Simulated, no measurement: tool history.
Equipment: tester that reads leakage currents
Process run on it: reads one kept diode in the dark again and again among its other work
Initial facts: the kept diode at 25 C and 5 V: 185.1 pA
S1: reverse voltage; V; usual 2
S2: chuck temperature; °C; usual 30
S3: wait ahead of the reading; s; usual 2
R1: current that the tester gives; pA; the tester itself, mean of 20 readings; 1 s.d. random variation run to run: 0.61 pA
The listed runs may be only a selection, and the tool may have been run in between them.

run	hour	S1	S2	S3	R1
1	0	2	30	2	204.49
2	38	2	30	2	202.57
3	60.6	1.42	30	2	178.71
4	99	1.42	30	2	179.95
5	120.1	2	30	2	204.05
6	143.1	2	53	2	1310.87
7	164.9	2	32	2	242.51
8	211.3	2	32	2	242.66
9	249	2	30	0.35	205.42
10	270	16.91	30	2	460.31
11	293.2	2	30	2.65	203.84
12	325.9	2	30	2.65	203.62
13	361.6	2	58	2	1914.78
14	388.4	2	58	2	1923.63
15	415	2	58	2	1905.38
16	450.7	2	34	2	288.79
17	483	2	34	2	288.59
18	531.9	8.15	30	2	348.14
19	555	8.15	30	2	346.74
20	596.5	2	30	2	203.89
21	643.6	2	30	2	203.77
22	688.4	2	35	1.11	314.83
23	720.6	1.09	30	0.53	162.65
24	756	1.09	30	0.53	162.09
25	776.7	1.09	30	0.53	161.99
26	815.2	14.87	30	1.45	436.73
27	853.4	14.87	20	0.7	179.25
28	881.5	5.93	51	2	1708.19
29	908.3	2	44	5.58	656.07
30	933.1	1.25	36	0.93	285.08
31	966.8	1.25	36	0.93	286.06
32	998.2	12.38	49	0.93	1946.73
33	1046.7	12.38	49	0.93	1947.56
34	1095	6.92	30	1.14	328.84
35	1135	6.92	30	1.14	326.85
36	1175.6	6.92	30	1.14	328.08
37	1207.3	4.05	49	1.14	1271.8
38	1247.3	2.3	51	4.09	1190.2
39	1280.5	7.25	37	2.95	605.61

Some steps in R1 between neighbouring runs. How much of each would the tool show without its hidden state too (settings, what came in, random variation), and how much is left for the hidden state, with any gauge scatter that isn't in both results?
What the log doesn't record here: stray current of the dirty probe card, pA a volt; current scale over the true one, %; true chuck temperature over the reading, C; drift of the gauge itself on leakage_pa, %.
Run 12 -> 13: S2 30 -> 58, S3 2.65 -> 2. R1 +1711.16 pA: hidden state +1.89, all else +1709.27.
Run 27 -> 28: S1 14.87 -> 5.93, S2 20 -> 51, S3 0.7 -> 2. R1 +1528.94 pA: hidden state +2.03, all else +1526.91.
Run 31 -> 32: S1 1.25 -> 12.38, S2 36 -> 49. R1 +1660.67 pA: hidden state +2.71, all else +1657.96.
Run 33 -> 34: S1 12.38 -> 6.92, S2 49 -> 30, S3 0.93 -> 1.14. R1 -1618.72 pA: hidden state -2.57, all else -1616.15.
